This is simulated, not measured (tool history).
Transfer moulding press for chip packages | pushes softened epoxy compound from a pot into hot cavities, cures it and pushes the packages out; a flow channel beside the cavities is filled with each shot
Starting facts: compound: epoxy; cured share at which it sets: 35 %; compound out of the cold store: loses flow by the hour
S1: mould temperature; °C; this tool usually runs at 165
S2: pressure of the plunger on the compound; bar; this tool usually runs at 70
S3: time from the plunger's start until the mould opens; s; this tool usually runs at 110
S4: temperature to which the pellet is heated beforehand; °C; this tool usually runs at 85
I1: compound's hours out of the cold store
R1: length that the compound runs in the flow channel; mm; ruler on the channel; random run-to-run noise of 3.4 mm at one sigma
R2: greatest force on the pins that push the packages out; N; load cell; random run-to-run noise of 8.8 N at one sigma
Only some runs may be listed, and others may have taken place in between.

run,day,S1,S2,S3,S4,I1,R1,R2
1,0,165,70,110,85,8.9,1021,420
# day 1.058: cavities cleaned with cleaning compound and waxed
2,2.454,165,70,110,85,9.5,1021,411
3,4.217,165,70,110,85,35.8,872,382
# day 5.733: cavities cleaned with cleaning compound and waxed
4,7.262,165,70,110,85,12.8,998,396
5,8.679,165,70,110,85,29.6,906,392
6,10.029,170,70,110,85,24.2,913,329
# day 10.412: cavities cleaned with cleaning compound and waxed
7,12.721,170,70,110,85,13,972,330
8,14.017,170,70,110,85,36.6,854,331
# day 15.092: cavities cleaned with cleaning compound and waxed
9,16.946,170,70,110,85,27.3,896,328
# day 19.412: plunger's sealing rings changed
# day 19.954: cavities cleaned with cleaning compound and waxed
10,20.133,170,70,99,85,39.9,843,344
11,22.371,165,70,110,85,15.8,975,408
12,23.883,165,70,106,85,22.9,942,440
# day 24.683: cavities cleaned with cleaning compound and waxed
13,26.875,165,70,106,85,40,857,395
14,29.233,164,70,110,85,37.7,867,417
# day 29.429: cavities cleaned with cleaning compound and waxed
15,32.279,165,70,92,84,28.9,917,544
16,33.812,165,70,92,84,15.6,981,582
# day 34.1: cavities cleaned with cleaning compound and waxed
17,35.929,164,56.4,129,78,15.2,893,340
18,38.071,165,75.7,144,85,37.6,901,305
# day 38.862: cavities cleaned with cleaning compound and waxed
19,39.808,165,75.7,144,85,46.3,863,311
20,42.754,165,75.7,142,85,9,1063,324
# day 43.579: cavities cleaned with cleaning compound and waxed
21,45.083,165,58.2,111,85,34.9,805,373
# day 46.1: plunger's sealing rings changed
# day 46.638: mould's thermocouples calibrated
22,47.9,171,70,90,85,17,948,385
# day 48.517: cavities cleaned with cleaning compound and waxed
23,50.638,171,55.1,119,77,8.4,884,317
24,52.579,163,52.1,110,84,26.1,802,423
# day 53.2: cavities cleaned with cleaning compound and waxed
25,55.292,163,52.1,92,89,14,861,688
26,57.338,169,72.6,150,95,32.9,890,293
# day 57.912: cavities cleaned with cleaning compound and waxed
27,59.442,167,73,128,90,10.5,1025,316

4 options for the next run, each taken on its own from the tool as it stands now. Forecast them:
A,61.95,157,73,128,90,19.3,?,?
B,61.95,167,53.9,99,83,42.2,?,?
C,61.95,165,58.9,110,95,12.4,?,?
D,61.95,165,70,101,87,14,?,?

run,R1,R2
A,1023,527
B,737,390
C,919,398
D,990,466
With no hidden state in the tool, these same runs would have given:
run,R1,R2
A,1024,519
B,737,384
C,920,392
D,992,459

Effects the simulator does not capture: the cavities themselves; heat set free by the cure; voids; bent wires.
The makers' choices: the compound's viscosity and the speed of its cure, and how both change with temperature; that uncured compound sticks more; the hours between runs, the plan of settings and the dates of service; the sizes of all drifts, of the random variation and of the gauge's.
